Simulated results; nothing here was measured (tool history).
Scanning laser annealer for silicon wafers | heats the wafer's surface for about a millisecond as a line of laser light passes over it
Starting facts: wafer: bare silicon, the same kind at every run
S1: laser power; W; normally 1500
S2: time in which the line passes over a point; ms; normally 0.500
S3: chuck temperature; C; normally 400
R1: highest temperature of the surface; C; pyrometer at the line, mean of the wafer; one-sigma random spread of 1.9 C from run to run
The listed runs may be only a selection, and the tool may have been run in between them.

run 1 day=0.000 | S1=1500 S2=0.500 S3=400 | R1=1150
run 2 day=0.396 | S1=1500 S2=0.500 S3=400 | R1=1147
run 3 day=0.746 | S1=1500 S2=0.500 S3=400 | R1=1147
run 4 day=1.050 | S1=1500 S2=0.500 S3=400 | R1=1148
run 5 day=1.554 | S1=1500 S2=0.500 S3=400 | R1=1146
run 6 day=2.158 | S1=1500 S2=0.537 S3=400 | R1=1176
run 7 day=2.538 | S1=1500 S2=0.500 S3=425 | R1=1168
run 8 day=2.950 | S1=1500 S2=0.500 S3=425 | R1=1172
run 9 day=3.338 | S1=1500 S2=0.500 S3=425 | R1=1169
-- day=3.479 window over the wafer cleaned
run 10 day=3.817 | S1=1500 S2=0.386 S3=400 | R1=1041
run 11 day=4.400 | S1=1500 S2=0.500 S3=398 | R1=1137
run 12 day=4.754 | S1=1500 S2=0.500 S3=400 | R1=1135
run 13 day=5.075 | S1=1333 S2=0.590 S3=377 | R1=1074
-- day=5.717 window over the wafer cleaned, once more
run 14 day=5.808 | S1=1333 S2=0.367 S3=429 | R1=979
run 15 day=6.425 | S1=1487 S2=0.545 S3=400 | R1=1184
run 16 day=7.171 | S1=1436 S2=0.350 S3=384 | R1=973
run 17 day=7.846 | S1=1500 S2=0.583 S3=370 | R1=1191
run 18 day=8.292 | S1=1500 S2=0.565 S3=370 | R1=1176
run 19 day=8.754 | S1=1500 S2=0.358 S3=416 | R1=1049
run 20 day=9.225 | S1=1457 S2=0.422 S3=400 | R1=1064
run 21 day=9.646 | S1=1392 S2=0.382 S3=400 | R1=986
run 22 day=10.200 | S1=1392 S2=0.536 S3=400 | R1=1111
run 23 day=10.746 | S1=1392 S2=0.536 S3=400 | R1=1111

What if the next run were any one of these 4? Each begins from the tool's condition after run 23:
run A day=11.079 | S1=1500 S2=0.452 S3=400 | R1=?
run B day=11.079 | S1=1378 S2=0.387 S3=423 | R1=?
run C day=11.079 | S1=1559 S2=0.500 S3=400 | R1=?
run D day=11.079 | S1=1500 S2=0.500 S3=384 | R1=?

run=A R1=1111
run=B R1=1008
run=C R1=1187
run=D R1=1134
What these runs would have given with no unlogged condition in the tool:
run=A R1=1125
run=B R1=1020
run=C R1=1203
run=D R1=1150

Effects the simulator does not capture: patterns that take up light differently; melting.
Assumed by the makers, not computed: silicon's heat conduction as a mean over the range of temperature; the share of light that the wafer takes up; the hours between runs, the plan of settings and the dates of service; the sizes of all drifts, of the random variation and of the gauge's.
